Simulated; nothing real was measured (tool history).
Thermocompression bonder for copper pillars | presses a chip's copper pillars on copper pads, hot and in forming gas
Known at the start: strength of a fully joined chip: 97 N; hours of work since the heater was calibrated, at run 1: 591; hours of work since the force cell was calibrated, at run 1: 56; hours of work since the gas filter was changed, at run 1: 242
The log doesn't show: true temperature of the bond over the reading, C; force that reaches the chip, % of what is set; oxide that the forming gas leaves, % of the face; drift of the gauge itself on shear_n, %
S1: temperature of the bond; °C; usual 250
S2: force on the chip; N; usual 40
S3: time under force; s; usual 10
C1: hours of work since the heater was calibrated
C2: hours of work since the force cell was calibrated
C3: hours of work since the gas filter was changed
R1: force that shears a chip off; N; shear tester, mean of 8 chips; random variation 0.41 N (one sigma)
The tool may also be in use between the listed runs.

| run | hour | S1 | S2 | S3 | C1 | C2 | C3 | R1 |
|---|---|---|---|---|---|---|---|---|
| 1 | 0 | 250 | 40 | 10 | 591 | 56 | 242 | 56.5 |
| 2 | 7.9 | 250 | 40 | 10 | 596 | 61 | 247 | 56.1 |
| 3 | 12.7 | 250 | 40 | 10 | 599 | 64 | 249 | 56.7 |
| 4 | 17.8 | 250 | 40 | 10 | 601 | 67 | 252 | 56.3 |
| 5 | 21.8 | 250 | 40 | 10 | 604 | 69 | 255 | 56.4 |
| 6 | 26.9 | 274 | 40 | 10 | 607 | 72 | 257 | 74 |
| 7 | 34.8 | 274 | 40 | 10 | 611 | 76 | 262 | 74.7 |
| 8 | 39.6 | 250 | 40 | 16 | 614 | 79 | 265 | 64 |
| 9 | 43.7 | 250 | 30 | 16 | 616 | 81 | 267 | 56.7 |
| 10 | 49.7 | 250 | 40 | 10 | 620 | 85 | 270 | 56.2 |
| 11 | 58.1 | 227 | 40 | 10 | 624 | 89 | 275 | 39.6 |
| 12 | 67.5 | 227 | 40 | 10 | 630 | 95 | 281 | 38.1 |
| 13 | 75.2 | 242 | 40 | 10 | 634 | 99 | 285 | 50.4 |
| 14 | 79.8 | 250 | 40 | 10 | 637 | 102 | 288 | 55.5 |
| 15 | 89.1 | 250 | 40 | 10 | 642 | 107 | 293 | 56.9 |
| 16 | 93.6 | 250 | 28 | 10 | 645 | 110 | 295 | 46.1 |
| 17 | 98.4 | 250 | 28 | 10 | 647 | 112 | 298 | 46.6 |
| 18 | 102.7 | 250 | 25 | 10 | 650 | 115 | 301 | 43.2 |
| 19 | 109.3 | 250 | 40 | 10 | 654 | 119 | 304 | 56.2 |
| 20 | 116.7 | 250 | 55 | 10 | 658 | 123 | 309 | 66.2 |
| 21 | 126.1 | 250 | 55 | 10 | 663 | 128 | 314 | 65.4 |
| 22 | 130.4 | 250 | 55 | 10 | 666 | 131 | 316 | 66.3 |
| 23 | 139.6 | 250 | 30 | 25 | 671 | 136 | 322 | 64.1 |
| 24 | 145.6 | 231 | 35 | 8 | 674 | 139 | 325 | 34.6 |
| 25 | 151.7 | 227 | 35 | 13 | 678 | 143 | 329 | 38.8 |
| 26 | 159.7 | 221 | 36 | 11 | 682 | 147 | 333 | 32.6 |
| 27 | 168.7 | 250 | 56 | 18 | 687 | 152 | 338 | 75.6 |
| 28 | 176.2 | 250 | 56 | 18 | 692 | 157 | 342 | 76.7 |
| 29 | 184.5 | 236 | 31 | 10 | 696 | 161 | 347 | 39 |
| 30 | 189.9 | 250 | 39 | 7 | 699 | 165 | 350 | 49.7 |
| 31 | 197 | 235 | 29 | 25 | 704 | 169 | 354 | 50.5 |
| 32 | 205.7 | 224 | 44 | 7 | 708 | 174 | 359 | 33.9 |
| 33 | 214.6 | 224 | 40 | 5 | 714 | 179 | 364 | 27.3 |
| 34 | 220 | 259 | 40 | 10 | 717 | 182 | 367 | 63.5 |
| 35 | 227.1 | 259 | 40 | 10 | 721 | 186 | 371 | 64 |

Forecast run 36:
| 36 | 234.2 | 227 | 49 | 16 | 725 | 190 | 375 | ? |

R1: 50.9 N
Without the tool's hidden state the same run would have given R1 51.1 N.
